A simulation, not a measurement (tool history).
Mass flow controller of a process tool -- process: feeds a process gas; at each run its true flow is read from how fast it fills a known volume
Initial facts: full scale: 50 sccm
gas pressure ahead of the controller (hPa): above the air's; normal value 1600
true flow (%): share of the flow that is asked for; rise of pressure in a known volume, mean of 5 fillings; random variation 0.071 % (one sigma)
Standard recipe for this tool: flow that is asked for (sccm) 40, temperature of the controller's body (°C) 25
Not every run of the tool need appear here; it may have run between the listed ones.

| run | hour | flow that is asked for (sccm) | gas pressure ahead of the controller (hPa) | temperature of the controller's body (°C) | true flow (%) |
|---|---|---|---|---|---|
| 1 | 0 | 40 | 1600 | 25 | 99.34 |
| 2 | 403.6 | 40 | 1600 | 25 | 99.43 |
| 3 | 834.9 | 40 | 1600 | 25 | 99.52 |
| 4 | 1030.9 | 40 | 1600 | 25 | 99.51 |
| 5 | 1317.9 | 40 | 1600 | 25 | 99.41 |
| 6 | 1679.1 | 40 | 1600 | 30 | 99.74 |
|  | 1976.7 | controller exchanged for a calibrated one |
| 7 | 2166.8 | 40 | 1600 | 30 | 99.73 |
| 8 | 2437.4 | 40 | 1600 | 21 | 98.97 |
| 9 | 2744.4 | 40 | 1600 | 21 | 99.18 |
| 10 | 3196.5 | 25 | 1860 | 20 | 98.54 |
| 11 | 3393.4 | 25 | 1860 | 20 | 98.45 |
| 12 | 3869.4 | 25 | 1860 | 20 | 98.35 |
| 13 | 4154.5 | 40 | 1650 | 40 | 100.77 |
| 14 | 4439.3 | 40 | 1650 | 40 | 100.63 |
| 15 | 4749.2 | 40 | 1650 | 40 | 100.74 |
| 16 | 5054.3 | 10 | 1710 | 25 | 98.17 |
| 17 | 5344.2 | 27 | 1890 | 23 | 98.82 |
| 18 | 5820.3 | 27 | 2240 | 29 | 99.48 |

4 options for the next run, each taken on its own from the tool as it stands now. Forecast them:
| A | 6185.6 | 19 | 2690 | 26 | ? |
| B | 6185.6 | 36 | 1880 | 26 | ? |
| C | 6185.6 | 29 | 2370 | 29 | ? |
| D | 6185.6 | 25 | 1600 | 25 | ? |

| run | true flow (%) |
|---|---|
| A | 99 |
| B | 99.42 |
| C | 99.56 |
| D | 98.67 |
Without the tool's unlogged condition, the same runs would have read:
| run | true flow (%) |
|---|---|
| A | 99.01 |
| B | 99.44 |
| C | 99.58 |
| D | 98.68 |

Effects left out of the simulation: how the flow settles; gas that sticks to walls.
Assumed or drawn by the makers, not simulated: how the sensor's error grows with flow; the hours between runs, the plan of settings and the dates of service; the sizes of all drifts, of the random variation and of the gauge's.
